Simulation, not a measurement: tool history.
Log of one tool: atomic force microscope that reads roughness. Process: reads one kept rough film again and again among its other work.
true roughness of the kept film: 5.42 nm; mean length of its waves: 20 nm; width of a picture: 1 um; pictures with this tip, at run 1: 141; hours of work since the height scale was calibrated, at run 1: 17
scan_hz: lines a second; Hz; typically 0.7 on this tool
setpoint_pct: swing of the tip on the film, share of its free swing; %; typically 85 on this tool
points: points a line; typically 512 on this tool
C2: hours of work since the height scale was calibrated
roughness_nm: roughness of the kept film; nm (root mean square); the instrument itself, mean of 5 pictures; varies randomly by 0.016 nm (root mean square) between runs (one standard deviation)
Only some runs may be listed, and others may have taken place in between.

Run 1, hour 0: usual settings; pictures with this tip 141; C2 17. Result: roughness_nm 2.21 nm (root mean square).
Run 2, hour 31.7: usual settings; pictures with this tip 178; C2 38. Result: roughness_nm 1.992 nm (root mean square).
At hour 42.7: new tip fitted.
Run 3, hour 69.5: usual settings; pictures with this tip 32; C2 63. Result: roughness_nm 3.22 nm (root mean square).
Run 4, hour 98.8: usual settings but setpoint_pct 80 %; pictures with this tip 66; C2 82. Result: roughness_nm 2.804 nm (root mean square).
Run 5, hour 120.9: usual settings but setpoint_pct 80 %; pictures with this tip 92; C2 97. Result: roughness_nm 2.584 nm (root mean square).
Run 6, hour 143.8: usual settings but setpoint_pct 67 %; pictures with this tip 119; C2 113. Result: roughness_nm 2.45 nm (root mean square).
Run 7, hour 171.9: usual settings but scan_hz 2.996 Hz; pictures with this tip 151; C2 131. Result: roughness_nm 1.954 nm (root mean square).
At hour 203.2: new tip fitted.
Run 8, hour 209.6: usual settings but scan_hz 2.996 Hz; pictures with this tip 7; C2 156. Result: roughness_nm 3.254 nm (root mean square).
At hour 213.6: height scale calibrated on a step standard.
Run 9, hour 228.7: usual settings but scan_hz 2.996 Hz; pictures with this tip 28; C2 10. Result: roughness_nm 2.963 nm (root mean square).
Run 10, hour 266: usual settings but scan_hz 2.996 Hz; pictures with this tip 72; C2 35. Result: roughness_nm 2.497 nm (root mean square).
Run 11, hour 294.6: usual settings but scan_hz 0.6 Hz, setpoint_pct 78 %, points 313; pictures with this tip 105; C2 54. Result: roughness_nm 2.536 nm (root mean square).
Run 12, hour 316.7: usual settings but scan_hz 2.908 Hz, setpoint_pct 57 %, points 313; pictures with this tip 131; C2 69. Result: roughness_nm 2.32 nm (root mean square).
Run 13, hour 346.7: usual settings but scan_hz 2.908 Hz, setpoint_pct 57 %, points 313; pictures with this tip 166; C2 89. Result: roughness_nm 2.118 nm (root mean square).
At hour 366.4: new tip fitted.
Run 14, hour 387: usual settings but scan_hz 1.087 Hz; pictures with this tip 24; C2 116. Result: roughness_nm 3.288 nm (root mean square).
At hour 399.1: height scale calibrated on a step standard, once more.
Run 15, hour 416.5: usual settings but scan_hz 0.636 Hz, setpoint_pct 73 %; pictures with this tip 57; C2 12. Result: roughness_nm 3.01 nm (root mean square).
Run 16, hour 436.2: usual settings but scan_hz 0.636 Hz, setpoint_pct 73 %; pictures with this tip 80; C2 25. Result: roughness_nm 2.804 nm (root mean square).
Run 17, hour 476.8: usual settings but setpoint_pct 60 %, points 438; pictures with this tip 128; C2 52. Result: roughness_nm 2.424 nm (root mean square).

Measured less the same run without the tool's hidden state. The same run-to-run variation is in both; the gauge's scatter may not be:
Hidden state at play: radius of the tip, nm; height scale over the true one, %; drift of the gauge itself on roughness_nm, %.
run  roughness_nm
  1         -1.59
  2        -1.785
  3        -0.568
  4        -0.973
  5        -1.229
  6         -1.43
  7        -1.432
  8        -0.116
  9        -0.437
 10        -0.883
 11        -1.237
 12        -1.405
 13        -1.618
 14          -0.4
 15         -0.83
 16         -1.05
 17        -1.455
